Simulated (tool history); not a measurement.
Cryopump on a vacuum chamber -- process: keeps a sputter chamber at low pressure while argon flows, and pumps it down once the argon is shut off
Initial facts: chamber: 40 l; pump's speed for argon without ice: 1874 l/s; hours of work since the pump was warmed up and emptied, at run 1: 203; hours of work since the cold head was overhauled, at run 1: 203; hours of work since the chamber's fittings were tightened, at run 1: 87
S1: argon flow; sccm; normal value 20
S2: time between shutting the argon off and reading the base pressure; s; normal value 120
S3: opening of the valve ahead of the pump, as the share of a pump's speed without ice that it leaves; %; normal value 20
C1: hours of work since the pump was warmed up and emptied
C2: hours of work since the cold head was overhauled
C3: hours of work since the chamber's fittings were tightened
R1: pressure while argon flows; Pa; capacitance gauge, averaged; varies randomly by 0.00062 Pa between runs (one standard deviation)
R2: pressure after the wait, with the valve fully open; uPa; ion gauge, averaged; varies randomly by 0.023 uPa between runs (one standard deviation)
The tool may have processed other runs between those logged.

Run 1, hour 0.0: usual settings; C1 203; C2 203; C3 87. Result: R1 0.0917 Pa, R2 0.84 uPa.
Run 2, hour 18.2: usual settings but S1 39 sccm; C1 214; C2 214; C3 99. Result: R1 0.1795 Pa, R2 0.84 uPa.
Run 3, hour 45.1: usual settings but S1 39 sccm; C1 231; C2 231; C3 115. Result: R1 0.1794 Pa, R2 0.84 uPa.
Run 4, hour 65.0: usual settings; C1 243; C2 243; C3 127. Result: R1 0.0920 Pa, R2 0.86 uPa.
Run 5, hour 88.2: usual settings; C1 257; C2 257; C3 142. Result: R1 0.0911 Pa, R2 0.86 uPa.
Run 6, hour 112.2: usual settings but S3 26 %; C1 272; C2 272; C3 156. Result: R1 0.0710 Pa, R2 0.86 uPa.
Run 7, hour 141.8: usual settings but S3 48 %; C1 290; C2 290; C3 175. Result: R1 0.0398 Pa, R2 0.91 uPa.
Run 8, hour 155.8: usual settings but S1 29 sccm, S2 38 s, S3 17 %; C1 299; C2 299; C3 183. Result: R1 0.1583 Pa, R2 2.25 uPa.
Run 9, hour 178.0: usual settings but S1 29 sccm, S2 38 s, S3 22 %; C1 313; C2 313; C3 197. Result: R1 0.1226 Pa, R2 2.19 uPa.
Run 10, hour 201.6: usual settings but S1 28 sccm, S2 249 s, S3 38 %; C1 327; C2 327; C3 212. Result: R1 0.0689 Pa, R2 0.65 uPa.
Run 11, hour 216.8: usual settings but S1 28 sccm, S2 249 s, S3 38 %; C1 336; C2 336; C3 221. Result: R1 0.0689 Pa, R2 0.68 uPa.
Run 12, hour 237.1: usual settings but S1 34 sccm, S2 249 s, S3 53 %; C1 349; C2 349; C3 233. Result: R1 0.0613 Pa, R2 0.68 uPa.
Run 13, hour 264.7: usual settings but S1 18 sccm, S2 128 s; C1 366; C2 366; C3 250. Result: R1 0.0837 Pa, R2 0.99 uPa.
Run 14, hour 295.7: usual settings but S1 18 sccm, S2 128 s; C1 385; C2 385; C3 270. Result: R1 0.0830 Pa, R2 1.04 uPa.

Each row is a separate what-if for the run after 14, all from the same tool condition, not one after another. Results?
Run A, hour 319.0: usual settings but S1 19 sccm, S2 166 s, S3 19 %; C1 399; C2 399; C3 284. Result: R1 ?, R2 ?.
Run B, hour 319.0: usual settings but S1 22 sccm, S2 128 s; C1 399; C2 399; C3 284. Result: R1 ?, R2 ?.
Run C, hour 319.0: usual settings but S1 18 sccm, S2 202 s; C1 399; C2 399; C3 284. Result: R1 ?, R2 ?.
Run D, hour 319.0: usual settings but S2 280 s; C1 399; C2 399; C3 284. Result: R1 ?, R2 ?.

run      R1    R2
  A  0.0931  0.91
  B  0.1027  1.02
  C  0.0831  0.83
  D  0.0924  0.77
With no hidden state in the tool, these same runs would have given:
run      R1    R2
  A  0.0905  0.60
  B  0.0998  0.71
  C  0.0807  0.52
  D  0.0897  0.46
